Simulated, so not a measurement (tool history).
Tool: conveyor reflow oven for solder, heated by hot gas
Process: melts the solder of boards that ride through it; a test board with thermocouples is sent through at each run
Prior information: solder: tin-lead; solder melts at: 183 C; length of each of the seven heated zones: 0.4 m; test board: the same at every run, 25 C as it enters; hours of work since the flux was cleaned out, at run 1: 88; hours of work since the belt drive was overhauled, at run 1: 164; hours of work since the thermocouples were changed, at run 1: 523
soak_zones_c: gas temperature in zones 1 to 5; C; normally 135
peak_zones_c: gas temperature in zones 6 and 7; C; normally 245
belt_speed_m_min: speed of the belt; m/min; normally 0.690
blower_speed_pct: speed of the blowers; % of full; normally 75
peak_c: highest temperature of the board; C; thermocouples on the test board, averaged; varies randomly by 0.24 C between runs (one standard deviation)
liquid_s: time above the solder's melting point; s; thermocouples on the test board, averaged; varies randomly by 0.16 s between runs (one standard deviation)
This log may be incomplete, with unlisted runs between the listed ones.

run	hour	soak_zones_c	peak_zones_c	belt_speed_m_min	blower_speed_pct	hours of work since the flux was cleaned out	hours of work since the belt drive was overhauled	hours of work since the thermocouples were changed	peak_c	liquid_s
1	0.0	135	245	0.690	75	88	164	523	223.1	54.3
2	40.2	138	245	0.690	75	113	189	549	223.0	55.7
3	71.8	138	245	0.690	75	133	209	568	223.5	55.2
# hour 107.3: flux residue cleaned out of gas plates and filters
4	110.1	135	245	0.690	75	2	230	589	223.6	55.0
5	137.0	135	245	0.690	75	19	247	606	223.7	54.7
6	168.2	135	245	0.690	75	38	266	626	223.2	55.1
7	190.9	125	245	0.690	75	52	280	640	221.0	50.8
8	228.4	125	245	0.690	75	76	304	664	220.9	50.7
9	278.5	125	245	0.690	75	108	335	695	220.3	50.2
10	315.6	125	234	0.690	75	131	359	718	211.1	43.1
11	348.4	125	234	0.692	75	151	379	739	210.9	42.7
# hour 355.7: flux residue cleaned out of gas plates and filters
12	396.6	125	257	0.692	75	26	406	766	231.8	56.6
13	446.8	125	257	0.692	75	57	438	798	231.5	56.8
14	485.6	125	257	0.692	75	82	462	822	230.6	56.2
15	515.7	135	245	0.690	75	100	481	841	222.5	54.3
16	555.9	135	245	0.690	75	126	506	866	222.5	54.3
# hour 605.8: flux residue cleaned out of gas plates and filters
17	609.1	135	245	0.690	75	2	537	896	223.2	55.0
18	633.3	135	245	0.690	85	17	552	911	226.0	56.9
19	659.6	134	245	0.708	79	34	568	928	223.1	53.2
20	701.9	123	245	0.708	79	60	595	955	220.9	48.8
21	750.4	123	245	0.708	79	91	625	985	220.5	48.2
22	774.5	147	251	0.760	63	106	640	1000	221.6	52.4
23	806.5	145	245	0.573	81	126	661	1020	230.8	76.0
24	839.0	145	245	0.573	81	146	681	1041	231.1	75.4
# hour 852.7: flux residue cleaned out of gas plates and filters
25	866.3	135	245	0.663	75	9	695	1055	224.9	58.5
26	892.7	143	245	0.690	80	25	712	1071	226.1	59.7
27	935.2	143	245	0.690	80	52	738	1098	225.4	59.3
28	976.7	143	245	0.690	80	78	764	1124	225.4	59.3
29	998.1	120	245	0.690	72	91	778	1137	218.6	48.0
30	1034.9	120	245	0.690	72	114	801	1160	218.7	47.7

What if the next run were any one of these 3? Each begins from the tool's condition after run 30:
A	1065.1	127	245	0.690	75	133	820	1179	?	?
B	1065.1	135	239	0.556	53	133	820	1179	?	?
C	1065.1	135	238	0.690	75	133	820	1179	?	?

run	peak_c	liquid_s
A	220.7	51.2
B	217.7	64.4
C	216.3	50.4
Stripped of hidden state, with their random variation kept, the same runs would have yielded:
run	peak_c	liquid_s
A	223.5	52.6
B	220.1	65.9
C	219.1	51.9
